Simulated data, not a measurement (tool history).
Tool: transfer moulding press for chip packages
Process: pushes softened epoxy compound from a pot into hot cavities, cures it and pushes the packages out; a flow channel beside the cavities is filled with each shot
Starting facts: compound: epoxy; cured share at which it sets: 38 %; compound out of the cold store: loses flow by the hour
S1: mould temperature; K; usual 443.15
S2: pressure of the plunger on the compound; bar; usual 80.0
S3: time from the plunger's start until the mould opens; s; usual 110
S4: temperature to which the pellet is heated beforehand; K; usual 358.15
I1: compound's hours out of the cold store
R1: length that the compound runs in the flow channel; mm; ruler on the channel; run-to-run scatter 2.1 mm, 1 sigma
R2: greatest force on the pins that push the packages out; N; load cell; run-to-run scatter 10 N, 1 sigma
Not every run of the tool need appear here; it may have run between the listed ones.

Run 1, hour 0.0: usual settings; I1 30.3. Result: R1 559 mm, R2 478 N.
At hour 17.3: plunger's sealing rings changed.
At hour 40.5: cavities cleaned with cleaning compound and waxed.
Run 2, hour 64.6: usual settings; I1 11.6. Result: R1 603 mm, R2 653 N.
At hour 80.0: cavities cleaned with cleaning compound and waxed.
At hour 121.1: cavities cleaned with cleaning compound and waxed.
Run 3, hour 123.0: usual settings; I1 38.3. Result: R1 559 mm, R2 499 N.
At hour 161.0: cavities cleaned with cleaning compound and waxed.
Run 4, hour 192.7: usual settings but S2 70.8 bar; I1 44.8. Result: R1 516 mm, R2 644 N.
At hour 198.4: cavities cleaned with cleaning compound and waxed.
At hour 236.6: cavities cleaned with cleaning compound and waxed.
Run 5, hour 248.2: usual settings but S2 70.8 bar; I1 44.9. Result: R1 509 mm, R2 570 N.
At hour 273.5: cavities cleaned with cleaning compound and waxed.
At hour 286.1: plunger's sealing rings changed.
Run 6, hour 294.0: usual settings but S2 70.8 bar; I1 36.4. Result: R1 539 mm, R2 584 N.
At hour 311.9: cavities cleaned with cleaning compound and waxed.
At hour 349.6: cavities cleaned with cleaning compound and waxed.
Run 7, hour 356.5: usual settings but S2 74.7 bar; I1 46.3. Result: R1 539 mm, R2 506 N.
At hour 388.5: cavities cleaned with cleaning compound and waxed.
At hour 426.8: cavities cleaned with cleaning compound and waxed.
Run 8, hour 429.3: usual settings but S4 359.15 K; I1 45.7. Result: R1 550 mm, R2 448 N.
At hour 463.2: mould's thermocouples calibrated.
At hour 464.7: cavities cleaned with cleaning compound and waxed.
Run 9, hour 467.8: usual settings; I1 20.5. Result: R1 580 mm, R2 502 N.
At hour 502.7: cavities cleaned with cleaning compound and waxed.
Run 10, hour 504.7: usual settings; I1 13.3. Result: R1 584 mm, R2 512 N.
At hour 540.6: cavities cleaned with cleaning compound and waxed.
At hour 558.0: plunger's sealing rings changed.
Run 11, hour 576.2: usual settings; I1 25.0. Result: R1 591 mm, R2 692 N.
At hour 583.4: cavities cleaned with cleaning compound and waxed.
At hour 618.8: cavities cleaned with cleaning compound and waxed.
Run 12, hour 650.1: usual settings; I1 31.7. Result: R1 568 mm, R2 633 N.
At hour 655.6: cavities cleaned with cleaning compound and waxed.
At hour 695.4: cavities cleaned with cleaning compound and waxed.
Run 13, hour 705.3: usual settings; I1 22.5. Result: R1 580 mm, R2 533 N.
At hour 731.0: cavities cleaned with cleaning compound and waxed.
At hour 766.9: cavities cleaned with cleaning compound and waxed.
Run 14, hour 766.9: usual settings; I1 14.1. Result: R1 584 mm, R2 465 N.
At hour 802.6: cavities cleaned with cleaning compound and waxed.
Run 15, hour 820.3: usual settings; I1 43.8. Result: R1 537 mm, R2 613 N.
At hour 827.1: plunger's sealing rings changed.
At hour 841.0: cavities cleaned with cleaning compound and waxed.
Run 16, hour 873.5: usual settings but S1 450.15 K, S2 69.2 bar, S3 147 s, S4 361.15 K; I1 9.1. Result: R1 544 mm, R2 545 N.
At hour 881.1: cavities cleaned with cleaning compound and waxed.
At hour 918.3: cavities cleaned with cleaning compound and waxed.
Run 17, hour 919.6: usual settings but S1 450.15 K, S2 69.2 bar, S3 147 s, S4 361.15 K; I1 27.3. Result: R1 521 mm, R2 386 N.
At hour 956.1: cavities cleaned with cleaning compound and waxed.
At hour 974.5: mould's thermocouples calibrated.
Run 18, hour 986.3: usual settings but S1 450.15 K, S2 79.1 bar, S3 147 s, S4 361.15 K; I1 23.7. Result: R1 554 mm, R2 545 N.
At hour 997.1: cavities cleaned with cleaning compound and waxed.
Run 19, hour 1026.4: usual settings but S1 448.15 K, S2 69.5 bar, S3 91 s, S4 365.15 K; I1 21.2. Result: R1 526 mm, R2 704 N.
At hour 1039.0: cavities cleaned with cleaning compound and waxed.
At hour 1075.4: cavities cleaned with cleaning compound and waxed.
Run 20, hour 1075.4: usual settings but S2 91.9 bar; I1 30.7. Result: R1 599 mm, R2 484 N.
At hour 1099.6: plunger's sealing rings changed.
At hour 1113.6: cavities cleaned with cleaning compound and waxed.
Run 21, hour 1132.3: usual settings but S1 439.15 K, S2 65.5 bar, S3 117 s, S4 355.15 K; I1 31.9. Result: R1 537 mm, R2 679 N.
At hour 1151.7: cavities cleaned with cleaning compound and waxed.
Run 22, hour 1183.5: usual settings but S1 435.15 K, S2 75.1 bar, S3 117 s, S4 355.15 K; I1 22.1. Result: R1 588 mm, R2 991 N.
At hour 1191.4: cavities cleaned with cleaning compound and waxed.
At hour 1227.8: cavities cleaned with cleaning compound and waxed.
Run 23, hour 1227.8: usual settings but S1 435.15 K, S2 75.1 bar, S3 117 s, S4 355.15 K; I1 36.4. Result: R1 567 mm, R2 692 N.

What does the tool deliver on the next run?
At hour 1263.9: cavities cleaned with cleaning compound and waxed.
At hour 1302.6: cavities cleaned with cleaning compound and waxed.
Run 24, hour 1302.6: usual settings but S2 96.9 bar; I1 22.1. Result: R1 ?, R2 ?.

Run 24 came out at R1 628 mm, R2 467 N.
Minus the tool's unlogged condition, the same run would have read R1 656 mm, R2 463 N.
